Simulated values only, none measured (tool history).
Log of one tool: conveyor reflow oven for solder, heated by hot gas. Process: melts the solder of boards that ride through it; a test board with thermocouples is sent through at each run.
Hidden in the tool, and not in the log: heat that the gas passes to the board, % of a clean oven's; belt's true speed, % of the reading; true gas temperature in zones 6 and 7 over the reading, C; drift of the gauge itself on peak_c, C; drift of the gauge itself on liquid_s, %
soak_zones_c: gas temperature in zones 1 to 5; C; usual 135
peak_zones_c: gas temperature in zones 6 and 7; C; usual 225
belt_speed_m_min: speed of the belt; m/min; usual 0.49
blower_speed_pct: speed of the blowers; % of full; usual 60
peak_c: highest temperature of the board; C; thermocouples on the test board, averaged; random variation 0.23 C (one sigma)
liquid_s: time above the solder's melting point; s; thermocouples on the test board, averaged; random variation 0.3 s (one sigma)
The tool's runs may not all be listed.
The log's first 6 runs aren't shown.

| run | hour | soak_zones_c | peak_zones_c | belt_speed_m_min | blower_speed_pct | hours of work since the flux was cleaned out | hours of work since the belt drive was overhauled | hours of work since the thermocouples were changed | peak_c | liquid_s |
|---|---|---|---|---|---|---|---|---|---|---|
| 7 | 107.6 | 135 | 225 | 0.49 | 50 | 114 | 971 | 596 | 199.7 | 34.7 |
| 8 | 131.4 | 146 | 225 | 0.49 | 60 | 131 | 988 | 613 | 206.5 | 48.3 |
| 9 | 143.8 | 135 | 225 | 0.49 | 60 | 140 | 997 | 622 | 204 | 41.8 |
| 10 | 168.8 | 135 | 225 | 0.49 | 60 | 158 | 1015 | 640 | 204.4 | 42.3 |
|  | 194.5 | belt drive overhauled, speed set with a stopwatch |
| 11 | 194.9 | 135 | 225 | 0.49 | 60 | 174 | 0 | 657 | 203.8 | 40 |
| 12 | 219.5 | 135 | 225 | 0.398 | 60 | 192 | 18 | 675 | 209.6 | 59.6 |
| 13 | 234.9 | 135 | 225 | 0.398 | 60 | 204 | 29 | 686 | 209.7 | 59.4 |
| 14 | 249.3 | 135 | 225 | 0.398 | 60 | 214 | 40 | 696 | 210.1 | 59.7 |
| 15 | 262.2 | 135 | 225 | 0.398 | 60 | 224 | 49 | 706 | 210.1 | 59.8 |
| 16 | 285.8 | 135 | 225 | 0.571 | 58 | 241 | 67 | 723 | 196.5 | 25.1 |
| 17 | 312 | 148 | 227 | 0.568 | 62 | 260 | 86 | 742 | 203.9 | 37.7 |
| 18 | 332.2 | 148 | 215 | 0.568 | 62 | 275 | 101 | 757 | 194.5 | 26 |
| 19 | 351.4 | 148 | 215 | 0.568 | 62 | 289 | 115 | 771 | 194.5 | 25.7 |
| 20 | 374 | 148 | 215 | 0.439 | 63 | 305 | 131 | 787 | 201.3 | 49.6 |
| 21 | 388.1 | 148 | 215 | 0.439 | 63 | 316 | 141 | 798 | 201.4 | 49.3 |
| 22 | 402.5 | 148 | 215 | 0.439 | 63 | 326 | 152 | 808 | 201.2 | 49.4 |
| 23 | 426.9 | 148 | 215 | 0.439 | 63 | 344 | 170 | 826 | 201.1 | 49.5 |
| 24 | 447.9 | 146 | 216 | 0.414 | 63 | 359 | 185 | 842 | 203.3 | 54 |
|  | 466.8 | flux residue cleaned out of gas plates and filters |
| 25 | 466.8 | 146 | 216 | 0.414 | 63 | 0 | 195 | 852 | 204.3 | 56.5 |
| 26 | 485.1 | 135 | 225 | 0.49 | 83 | 13 | 209 | 865 | 211.1 | 50.9 |
| 27 | 505.2 | 149 | 218 | 0.556 | 60 | 28 | 223 | 880 | 198.2 | 32.7 |
| 28 | 523.8 | 149 | 218 | 0.556 | 73 | 42 | 237 | 893 | 202 | 39.6 |
| 29 | 550.7 | 149 | 218 | 0.556 | 73 | 61 | 257 | 913 | 202.1 | 39.4 |
| 30 | 574.3 | 135 | 224 | 0.47 | 60 | 79 | 274 | 930 | 204.5 | 43.9 |

3 ways to go on from here, each from the tool as it stands after run 30. What would each give?
| A | 591.2 | 149 | 225 | 0.49 | 60 | 91 | 286 | 943 | ? | ? |
| B | 591.2 | 135 | 225 | 0.553 | 59 | 91 | 286 | 943 | ? | ? |
| C | 591.2 | 138 | 224 | 0.47 | 64 | 91 | 286 | 943 | ? | ? |

| run | peak_c | liquid_s |
|---|---|---|
| A | 207.2 | 49.2 |
| B | 199.1 | 29.6 |
| C | 206.6 | 47.2 |
Without the tool's hidden state the same runs would have given:
| run | peak_c | liquid_s |
|---|---|---|
| A | 208.7 | 50.6 |
| B | 200.7 | 31.5 |
| C | 208.2 | 48.9 |
